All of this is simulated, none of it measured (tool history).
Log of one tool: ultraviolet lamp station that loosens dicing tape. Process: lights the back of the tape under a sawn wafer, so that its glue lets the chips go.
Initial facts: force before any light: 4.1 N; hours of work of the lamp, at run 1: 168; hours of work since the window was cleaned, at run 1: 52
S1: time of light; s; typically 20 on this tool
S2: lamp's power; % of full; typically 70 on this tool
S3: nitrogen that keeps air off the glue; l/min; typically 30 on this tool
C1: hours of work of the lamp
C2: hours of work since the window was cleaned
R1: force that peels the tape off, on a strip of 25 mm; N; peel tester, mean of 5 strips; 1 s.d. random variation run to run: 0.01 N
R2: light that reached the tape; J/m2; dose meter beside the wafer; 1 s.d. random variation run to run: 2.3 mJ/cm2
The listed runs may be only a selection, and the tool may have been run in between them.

run	day	S1	S2	S3	C1	C2	R1	R2
1	0.000	20	70	30	168	52	0.510	2300
2	0.488	20	70	30	174	58	0.521	2240
3	0.979	20	70	30	181	65	0.517	2260
4	1.496	20	70	30	188	72	0.517	2220
5	2.192	20	70	30	197	81	0.522	2190
6	2.975	20	70	30	208	92	0.522	2180
7	3.862	20	70	32	220	104	0.511	2170
8	4.746	20	70	32	232	116	0.510	2170
9	5.604	20	70	32	243	127	0.534	2150
10	6.400	20	70	30	254	138	0.528	2180
# day 6.475: window cleaned of glue's vapour
11	6.896	20	70	30	260	6	0.541	2140
12	7.462	20	70	30	268	13	0.566	2120
# day 8.154: window cleaned of glue's vapour, once more
13	8.246	20	70	30	278	1	0.510	2150
14	8.892	20	70	35	287	10	0.496	2200
15	9.479	20	70	35	295	18	0.507	2190
16	10.350	31	89	15	307	30	0.292	4290
17	10.988	20	94	30	315	38	0.352	2920
18	11.562	20	94	30	323	46	0.355	2870
19	12.004	39	68	11	329	52	0.312	4080
20	12.425	20	68	10	335	58	0.854	2090
21	12.925	20	68	10	342	64	0.865	2080
22	13.867	17	65	38	354	77	0.728	1680
23	14.696	16	92	30	365	88	0.510	2240
24	15.371	14	83	30	375	97	0.760	1750
25	15.929	28	90	30	382	105	0.279	3790
26	16.596	26	81	30	391	114	0.319	3130
27	17.212	11	81	23	399	122	1.188	1310
28	18.171	26	70	30	412	135	0.383	2680
29	18.842	26	70	30	421	144	0.396	2690

For some of the steps in R1 from one run to the next: how much would appear even if the tool had no hidden state, given the settings, what came in and random variation, and how much remains for the hidden state plus any gauge scatter that the measured result and the result without hidden state don't share?
Hidden state at play: lamp's light, % of a new lamp's; light that the window lets through, % of a clean one's; drift of the gauge itself on peel_n, %; drift of the gauge itself on dose_mj_cm2, %.
Run 26 -> 27: S1 26 -> 11, S3 30 -> 23. R1 +0.869 N: hidden state +0.176, all else +0.693.
Run 27 -> 28: S1 11 -> 26, S2 81 -> 70, S3 23 -> 30. R1 -0.805 N: hidden state -0.148, all else -0.657.

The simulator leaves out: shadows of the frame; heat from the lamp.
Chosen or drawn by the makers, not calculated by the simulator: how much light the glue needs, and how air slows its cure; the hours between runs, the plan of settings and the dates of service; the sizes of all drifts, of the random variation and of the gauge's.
